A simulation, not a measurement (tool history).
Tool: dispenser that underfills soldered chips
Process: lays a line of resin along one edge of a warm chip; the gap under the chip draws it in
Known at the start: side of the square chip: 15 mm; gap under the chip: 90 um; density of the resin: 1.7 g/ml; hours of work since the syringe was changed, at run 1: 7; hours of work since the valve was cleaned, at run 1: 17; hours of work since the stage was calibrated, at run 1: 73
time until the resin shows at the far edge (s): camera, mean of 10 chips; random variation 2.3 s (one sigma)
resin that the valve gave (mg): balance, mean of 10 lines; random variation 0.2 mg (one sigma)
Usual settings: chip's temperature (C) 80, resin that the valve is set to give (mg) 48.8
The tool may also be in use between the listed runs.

| run | hour | chip's temperature (C) | resin that the valve is set to give (mg) | hours of work since the syringe was changed | hours of work since the valve was cleaned | hours of work since the stage was calibrated | time until the resin shows at the far edge (s) | resin that the valve gave (mg) |
|---|---|---|---|---|---|---|---|---|
| 1 | 0.0 | 80 | 48.8 | 7 | 17 | 73 | 343.4 | 48.38 |
|  | 2.3 | new syringe of resin |
| 2 | 9.1 | 80 | 48.8 | 5 | 24 | 80 | 301.3 | 47.95 |
|  | 13.7 | new syringe of resin |
| 3 | 15.3 | 65 | 48.8 | 1 | 29 | 84 | 379.0 | 47.96 |
| 4 | 23.4 | 65 | 48.8 | 7 | 35 | 90 | 537.8 | 47.78 |
|  | 25.1 | new syringe of resin |
| 5 | 31.7 | 90 | 48.8 | 5 | 41 | 96 | 232.8 | 47.60 |
|  | 36.4 | new syringe of resin |
| 6 | 40.2 | 90 | 48.8 | 3 | 47 | 103 | 206.2 | 47.09 |
| 7 | 46.1 | 90 | 48.8 | 7 | 52 | 107 | 264.8 | 47.17 |
|  | 47.8 | new syringe of resin |
| 8 | 53.1 | 90 | 48.8 | 4 | 57 | 112 | 218.9 | 47.18 |
|  | 59.3 | new syringe of resin |
| 9 | 59.5 | 90 | 48.8 | 0 | 62 | 117 | 175.0 | 46.46 |
| 10 | 64.7 | 90 | 42.1 | 4 | 66 | 121 | 226.1 | 40.45 |
|  | 70.7 | new syringe of resin |
| 11 | 73.5 | 90 | 42.1 | 2 | 72 | 128 | 206.6 | 39.99 |
|  | 81.9 | new syringe of resin |
| 12 | 81.9 | 90 | 47.6 | 0 | 78 | 134 | 181.7 | 45.02 |
| 13 | 87.3 | 90 | 47.6 | 4 | 82 | 138 | 226.6 | 44.96 |
|  | 93.5 | new syringe of resin |
| 14 | 94.0 | 90 | 47.6 | 0 | 87 | 143 | 179.3 | 45.11 |
| 15 | 101.7 | 90 | 60.7 | 6 | 93 | 149 | 240.3 | 57.08 |
|  | 104.9 | new syringe of resin |
| 16 | 107.2 | 80 | 48.8 | 2 | 97 | 153 | 259.2 | 45.60 |
| 17 | 111.9 | 93 | 48.8 | 5 | 101 | 156 | 220.4 | 45.87 |
|  | 116.0 | new syringe of resin |
| 18 | 120.5 | 93 | 48.8 | 3 | 107 | 163 | 194.9 | 45.47 |
|  | 127.2 | new syringe of resin |
| 19 | 127.2 | 80 | 44.9 | 0 | 112 | 168 | 242.9 | 41.76 |
| 20 | 132.0 | 87 | 54.5 | 4 | 116 | 171 | 230.6 | 49.91 |
|  | 138.7 | new syringe of resin |
| 21 | 141.8 | 93 | 62.2 | 2 | 123 | 178 | 182.0 | 56.93 |
|  | 149.9 | new syringe of resin |
|  | 152.6 | dispensing valve cleaned and set on the balance |
| 22 | 152.8 | 80 | 48.5 | 1 | 0 | 186 | 256.8 | 48.26 |
| 23 | 161.0 | 71 | 47.8 | 8 | 6 | 192 | 475.3 | 47.87 |
|  | 162.1 | new syringe of resin |
| 24 | 170.0 | 89 | 50.0 | 6 | 13 | 199 | 249.4 | 49.58 |
|  | 173.6 | new syringe of resin |
| 25 | 176.4 | 89 | 50.0 | 2 | 18 | 204 | 204.1 | 49.86 |
| 26 | 181.1 | 94 | 57.1 | 6 | 21 | 207 | 214.3 | 56.23 |
|  | 185.2 | new syringe of resin |
| 27 | 186.0 | 94 | 57.1 | 1 | 25 | 211 | 164.1 | 56.21 |
| 28 | 191.3 | 88 | 47.0 | 5 | 29 | 215 | 250.8 | 46.09 |
|  | 196.2 | new syringe of resin |
| 29 | 199.2 | 66 | 58.8 | 2 | 35 | 221 | 392.6 | 57.97 |
| 30 | 206.3 | 70 | 45.8 | 8 | 40 | 226 | 494.5 | 44.51 |
|  | 207.7 | new syringe of resin |
| 31 | 213.3 | 75 | 60.2 | 4 | 45 | 231 | 333.8 | 58.11 |
|  | 218.9 | new syringe of resin |
| 32 | 223.2 | 75 | 60.2 | 3 | 53 | 238 | 326.6 | 58.30 |
|  | 230.2 | new syringe of resin |
| 33 | 232.0 | 86 | 43.7 | 1 | 59 | 245 | 220.3 | 42.22 |
| 34 | 236.2 | 86 | 43.7 | 5 | 62 | 248 | 267.2 | 41.99 |
|  | 241.4 | new syringe of resin |
| 35 | 241.4 | 77 | 45.4 | 0 | 66 | 252 | 270.2 | 43.84 |

The same runs without the tool's hidden state, with the same run-to-run variation:
The hidden state here: resin's viscosity, % of fresh resin's; dose that the valve gives, % of what is set; true chip temperature over the reading, C; drift of the gauge itself on fill_s, %; drift of the gauge itself on given_mg, %.
| run | time until the resin shows at the far edge (s) | resin that the valve gave (mg) |
|---|---|---|
| 1 | 226.9 | 48.89 |
| 2 | 223.7 | 48.68 |
| 3 | 353.0 | 48.83 |
| 4 | 355.9 | 48.86 |
| 5 | 171.9 | 48.88 |
| 6 | 170.9 | 48.55 |
| 7 | 171.0 | 48.78 |
| 8 | 174.2 | 48.96 |
| 9 | 170.6 | 48.38 |
| 10 | 175.2 | 42.24 |
| 11 | 176.5 | 41.95 |
| 12 | 171.5 | 47.40 |
| 13 | 170.0 | 47.46 |
| 14 | 171.1 | 47.76 |
| 15 | 167.2 | 60.69 |
| 16 | 225.4 | 48.63 |
| 17 | 157.3 | 49.06 |
| 18 | 154.9 | 48.85 |
| 19 | 231.4 | 45.01 |
| 20 | 182.7 | 53.95 |
| 21 | 153.1 | 61.84 |
| 22 | 228.5 | 48.21 |
| 23 | 298.7 | 48.00 |
| 24 | 174.4 | 49.93 |
| 25 | 175.6 | 50.35 |
| 26 | 151.2 | 56.93 |
| 27 | 151.0 | 57.04 |
| 28 | 183.5 | 46.90 |
| 29 | 332.0 | 59.22 |
| 30 | 308.3 | 45.63 |
| 31 | 252.1 | 59.77 |
| 32 | 257.2 | 60.27 |
| 33 | 194.7 | 43.85 |
| 34 | 197.7 | 43.71 |
| 35 | 254.1 | 45.75 |

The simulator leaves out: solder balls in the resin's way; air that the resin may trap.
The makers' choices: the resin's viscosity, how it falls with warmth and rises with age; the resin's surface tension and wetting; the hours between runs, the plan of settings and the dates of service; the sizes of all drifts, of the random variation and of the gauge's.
